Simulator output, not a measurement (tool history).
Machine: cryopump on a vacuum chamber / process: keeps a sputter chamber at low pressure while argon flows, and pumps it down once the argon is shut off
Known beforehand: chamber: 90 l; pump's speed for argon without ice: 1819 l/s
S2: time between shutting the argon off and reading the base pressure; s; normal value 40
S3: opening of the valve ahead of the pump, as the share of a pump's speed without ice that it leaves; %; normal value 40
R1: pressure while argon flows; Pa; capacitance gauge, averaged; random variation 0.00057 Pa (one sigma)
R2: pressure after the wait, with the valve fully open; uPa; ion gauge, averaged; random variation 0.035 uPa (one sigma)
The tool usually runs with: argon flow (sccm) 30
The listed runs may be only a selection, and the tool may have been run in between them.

Run 1, hour 0: usual settings. Result: R1 0.0726 Pa, R2 2.13 uPa.
Run 2, hour 41.6: usual settings. Result: R1 0.0738 Pa, R2 2.11 uPa.
Run 3, hour 66.6: usual settings. Result: R1 0.0738 Pa, R2 2.06 uPa.
Run 4, hour 95.3: usual settings but argon flow (sccm) 35. Result: R1 0.085 Pa, R2 2.14 uPa.
Run 5, hour 145.3: usual settings but argon flow (sccm) 22. Result: R1 0.0546 Pa, R2 2.15 uPa.
Run 6, hour 188.5: usual settings. Result: R1 0.0752 Pa, R2 2.18 uPa.
Run 7, hour 236.5: usual settings. Result: R1 0.0753 Pa, R2 2.17 uPa.
Run 8, hour 270.3: usual settings. Result: R1 0.0754 Pa, R2 2.14 uPa.
Run 9, hour 312.8: usual settings. Result: R1 0.0761 Pa, R2 2.18 uPa.
Run 10, hour 335.5: usual settings but argon flow (sccm) 18, S2 25 s, S3 59 %. Result: R1 0.033 Pa, R2 3.31 uPa.
Run 11, hour 373.6: usual settings but argon flow (sccm) 18, S2 25 s, S3 59 %. Result: R1 0.0331 Pa, R2 3.34 uPa.
Run 12, hour 411.6: usual settings but S2 175 s, S3 23 %. Result: R1 0.1284 Pa, R2 0.89 uPa.
Run 13, hour 465.2: usual settings but argon flow (sccm) 53, S2 175 s, S3 23 %. Result: R1 0.2288 Pa, R2 0.91 uPa.
Run 14, hour 513.1: usual settings but S2 22 s, S3 29 %. Result: R1 0.1049 Pa, R2 3.73 uPa.

5 ways to go on from here, each from the tool as it stands after run 14. What would each give?
Run A, hour 550.2: usual settings but S2 194 s, S3 29 %. Result: R1 ?, R2 ?.
Run B, hour 550.2: usual settings but S2 114 s. Result: R1 ?, R2 ?.
Run C, hour 550.2: usual settings but argon flow (sccm) 25, S2 59 s, S3 59 %. Result: R1 ?, R2 ?.
Run D, hour 550.2: usual settings but argon flow (sccm) 36, S2 22 s, S3 34 %. Result: R1 ?, R2 ?.
Run E, hour 550.2: usual settings but S3 58 %. Result: R1 ?, R2 ?.

run      R1    R2
  A  0.1049   0.9
  B  0.0784  1.15
  C  0.0469   1.7
  D  0.1095  3.79
  E  0.0579  2.34
Take away the tool's hidden state, keep each run's random variation, and the runs would have read:
run      R1    R2
  A  0.0956  0.54
  B   0.069  0.78
  C  0.0392  1.34
  D  0.0983  3.42
  E  0.0485  1.97
